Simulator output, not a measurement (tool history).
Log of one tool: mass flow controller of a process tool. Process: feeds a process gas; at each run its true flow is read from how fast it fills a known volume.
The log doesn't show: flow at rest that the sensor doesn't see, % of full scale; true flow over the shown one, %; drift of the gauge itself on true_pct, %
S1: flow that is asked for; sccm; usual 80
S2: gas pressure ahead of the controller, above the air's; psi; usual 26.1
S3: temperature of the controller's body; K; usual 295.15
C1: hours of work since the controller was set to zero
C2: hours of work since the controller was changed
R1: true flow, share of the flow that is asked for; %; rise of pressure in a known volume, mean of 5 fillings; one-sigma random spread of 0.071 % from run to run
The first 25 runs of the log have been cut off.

run,hour,S1,S2,S3,C1,C2,R1
26,4582.1,45,37.7,301.15,4992,4992,98.70
27,4714.4,20,28.7,304.15,5085,5085,98.34
28,4905.9,20,28.7,304.15,5219,5219,98.24
29,5112.3,99,26.1,295.15,5364,5364,98.78
30,5303.0,99,26.1,295.15,5498,5498,98.69
31,5446.8,18,38.1,295.15,5599,5599,99.56
32,5658.6,30,23.8,305.15,5748,5748,97.64
33,5831.3,80,25.7,303.15,5869,5869,97.90
34,6030.7,80,34.1,303.15,6009,6009,98.30
35,6238.6,80,34.1,303.15,6155,6155,98.17
36,6351.7,67,38.9,295.15,6235,6235,99.02
37,6468.0,40,26.1,294.15,6316,6316,98.25
38,6638.5,40,26.1,294.15,6436,6436,98.24
39,6805.2,80,38.4,295.15,6553,6553,99.02
40,7056.9,22,37.6,295.15,6730,6730,99.26
41,7256.1,22,37.6,295.15,6870,6870,99.20
42,7408.9,14,23.2,306.15,6977,6977,98.43
43,7637.7,49,38.4,300.15,7138,7138,98.34
44,7835.1,49,38.4,300.15,7276,7276,98.13
45,8016.3,61,34.4,300.15,7404,7404,98.16
46,8152.0,61,34.4,300.15,7499,7499,98.20
47,8257.2,61,27.3,310.15,7573,7573,96.88
48,8446.7,61,27.3,310.15,7706,7706,96.94

Branching from run 48: 3 alternative next runs. What would each branch give?
A,8618.3,74,26.1,295.15,7826,7826,?
B,8618.3,24,36.0,296.15,7826,7826,?
C,8618.3,12,27.0,295.15,7826,7826,?

run,R1
A,97.96
B,98.91
C,99.87
Without the tool's hidden state the same runs would have given:
run,R1
A,99.77
B,99.71
C,99.16
